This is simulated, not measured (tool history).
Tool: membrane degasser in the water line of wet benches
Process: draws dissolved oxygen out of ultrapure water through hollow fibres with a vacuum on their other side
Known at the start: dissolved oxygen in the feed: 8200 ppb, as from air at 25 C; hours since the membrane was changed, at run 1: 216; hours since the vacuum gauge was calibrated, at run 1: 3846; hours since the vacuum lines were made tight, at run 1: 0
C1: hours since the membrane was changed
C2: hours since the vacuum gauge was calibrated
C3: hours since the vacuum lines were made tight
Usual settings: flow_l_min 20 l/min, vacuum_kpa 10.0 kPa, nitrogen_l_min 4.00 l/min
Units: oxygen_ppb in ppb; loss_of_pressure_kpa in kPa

Run 1, day 0.000: usual settings; C1 216; C2 3846; C3 0. Result: oxygen_ppb 291.0 ppb, loss_of_pressure_kpa 51.74 kPa.
Run 2, day 4.571: usual settings; C1 326; C2 3956; C3 110. Result: oxygen_ppb 289.2 ppb, loss_of_pressure_kpa 51.84 kPa.
Run 3, day 8.658: usual settings; C1 424; C2 4054; C3 208. Result: oxygen_ppb 292.1 ppb, loss_of_pressure_kpa 51.54 kPa.
Run 4, day 12.721: usual settings but vacuum_kpa 8.9 kPa; C1 522; C2 4152; C3 305. Result: oxygen_ppb 277.9 ppb, loss_of_pressure_kpa 52.02 kPa.
Run 5, day 16.558: usual settings but vacuum_kpa 8.9 kPa; C1 614; C2 4244; C3 397. Result: oxygen_ppb 273.8 ppb, loss_of_pressure_kpa 51.69 kPa.
Run 6, day 18.883: usual settings but nitrogen_l_min 2.31 l/min; C1 669; C2 4300; C3 453. Result: oxygen_ppb 342.5 ppb, loss_of_pressure_kpa 51.79 kPa.
At day 19.317: vacuum gauge calibrated.
Run 7, day 22.533: usual settings but nitrogen_l_min 5.65 l/min; C1 757; C2 77; C3 540. Result: oxygen_ppb 267.8 ppb, loss_of_pressure_kpa 52.05 kPa.

Run 8 comes next. What will it give?
Run 8, day 25.508: usual settings but nitrogen_l_min 7.65 l/min; C1 828; C2 149; C3 612. Result: oxygen_ppb ?, loss_of_pressure_kpa ?.

Run 8 gave oxygen_ppb 254.8 ppb, loss_of_pressure_kpa 51.87 kPa.
Without the tool's hidden state the same run would have given oxygen_ppb 248.1 ppb, loss_of_pressure_kpa 51.58 kPa.
